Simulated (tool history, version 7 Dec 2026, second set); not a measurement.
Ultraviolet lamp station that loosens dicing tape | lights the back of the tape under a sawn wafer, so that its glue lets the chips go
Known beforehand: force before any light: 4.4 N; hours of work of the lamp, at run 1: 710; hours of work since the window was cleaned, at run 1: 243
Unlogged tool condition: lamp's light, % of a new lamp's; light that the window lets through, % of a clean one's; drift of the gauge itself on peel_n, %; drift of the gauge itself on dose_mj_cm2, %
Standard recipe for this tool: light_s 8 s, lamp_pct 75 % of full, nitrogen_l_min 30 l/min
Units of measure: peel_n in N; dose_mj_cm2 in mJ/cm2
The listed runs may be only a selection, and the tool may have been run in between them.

| run | hour | light_s | lamp_pct | nitrogen_l_min | hours of work of the lamp | hours of work since the window was cleaned | peel_n | dose_mj_cm2 |
|---|---|---|---|---|---|---|---|---|
| 1 | 0.0 | 8 | 75 | 30 | 710 | 243 | 0.872 | 174 |
| 2 | 34.2 | 8 | 75 | 30 | 727 | 260 | 0.867 | 173 |
| 3 | 54.2 | 8 | 75 | 30 | 737 | 270 | 0.905 | 174 |
| 4 | 89.7 | 8 | 75 | 30 | 755 | 288 | 0.873 | 168 |
| 5 | 119.4 | 8 | 75 | 30 | 769 | 302 | 0.936 | 163 |
| 6 | 147.6 | 8 | 75 | 30 | 784 | 317 | 0.921 | 162 |
| 7 | 166.1 | 8 | 75 | 30 | 793 | 326 | 0.966 | 162 |
| 8 | 186.0 | 8 | 75 | 30 | 803 | 336 | 1.000 | 161 |
|  | 206.6 | window cleaned of glue's vapour |
| 9 | 212.1 | 8 | 75 | 30 | 815 | 3 | 1.242 | 134 |
| 10 | 229.1 | 8 | 75 | 30 | 824 | 11 | 1.277 | 133 |
| 11 | 253.1 | 8 | 75 | 30 | 836 | 23 | 1.256 | 132 |
| 12 | 269.5 | 8 | 75 | 29 | 844 | 31 | 1.350 | 130 |
| 13 | 305.1 | 8 | 75 | 29 | 862 | 49 | 1.369 | 128 |
|  | 312.3 | window cleaned of glue's vapour, once more |
| 14 | 335.9 | 8 | 75 | 29 | 877 | 12 | 0.751 | 191 |
| 15 | 373.6 | 8 | 75 | 48 | 896 | 31 | 0.599 | 188 |
| 16 | 391.4 | 8 | 75 | 48 | 905 | 40 | 0.612 | 186 |
| 17 | 418.8 | 7 | 75 | 29 | 918 | 53 | 0.969 | 164 |
| 18 | 451.2 | 5 | 69 | 14 | 935 | 69 | 2.007 | 102 |
| 19 | 485.4 | 15 | 62 | 30 | 952 | 86 | 0.375 | 277 |
| 20 | 511.7 | 8 | 64 | 53 | 965 | 100 | 0.838 | 152 |
|  | 519.1 | lamp changed |
| 21 | 547.3 | 7 | 75 | 30 | 14 | 117 | 0.705 | 194 |
| 22 | 571.5 | 8 | 75 | 15 | 26 | 129 | 0.865 | 221 |
| 23 | 608.2 | 8 | 98 | 14 | 45 | 147 | 0.571 | 286 |
| 24 | 626.5 | 8 | 66 | 37 | 54 | 156 | 0.670 | 191 |
| 25 | 642.9 | 8 | 66 | 37 | 62 | 165 | 0.666 | 190 |
| 26 | 663.9 | 8 | 65 | 20 | 72 | 175 | 0.953 | 188 |
| 27 | 687.9 | 8 | 65 | 20 | 84 | 187 | 0.965 | 187 |
| 28 | 708.4 | 8 | 65 | 20 | 95 | 197 | 0.999 | 181 |
| 29 | 734.3 | 8 | 65 | 12 | 107 | 210 | 1.287 | 178 |
| 30 | 763.4 | 4 | 89 | 26 | 122 | 225 | 1.488 | 120 |
| 31 | 801.6 | 4 | 89 | 26 | 141 | 244 | 1.478 | 119 |

Entry by entry between the runs, the difference in hidden state between the last listed run before and the first listed run after:
Runs 8 to 9: window cleaned of glue's vapour (hour 206.6)
  lamp's light, % of a new lamp's: 80.7 -> 80.4; light that the window lets through, % of a clean one's: 81.9 -> 68.5
  difference, measured minus the result without the unlogged condition, peel_n: +0.506 -> +0.765 N; dose_mj_cm2: -82 -> -109 mJ/cm2
Runs 13 to 14: window cleaned of glue's vapour, once more (hour 312.3)
  lamp's light, % of a new lamp's: 79.3 -> 78.9; light that the window lets through, % of a clean one's: 66.2 -> 98.7
  difference, measured minus the result without the unlogged condition, peel_n: +0.865 -> +0.273 N; dose_mj_cm2: -114 -> -53 mJ/cm2
Runs 20 to 21: lamp changed (hour 519.1)
  lamp's light, % of a new lamp's: 76.9 -> 98.6; light that the window lets through, % of a clean one's: 94.3 -> 93.5
  difference, measured minus the result without the unlogged condition, peel_n: +0.363 -> +0.094 N; dose_mj_cm2: -56 -> -16 mJ/cm2
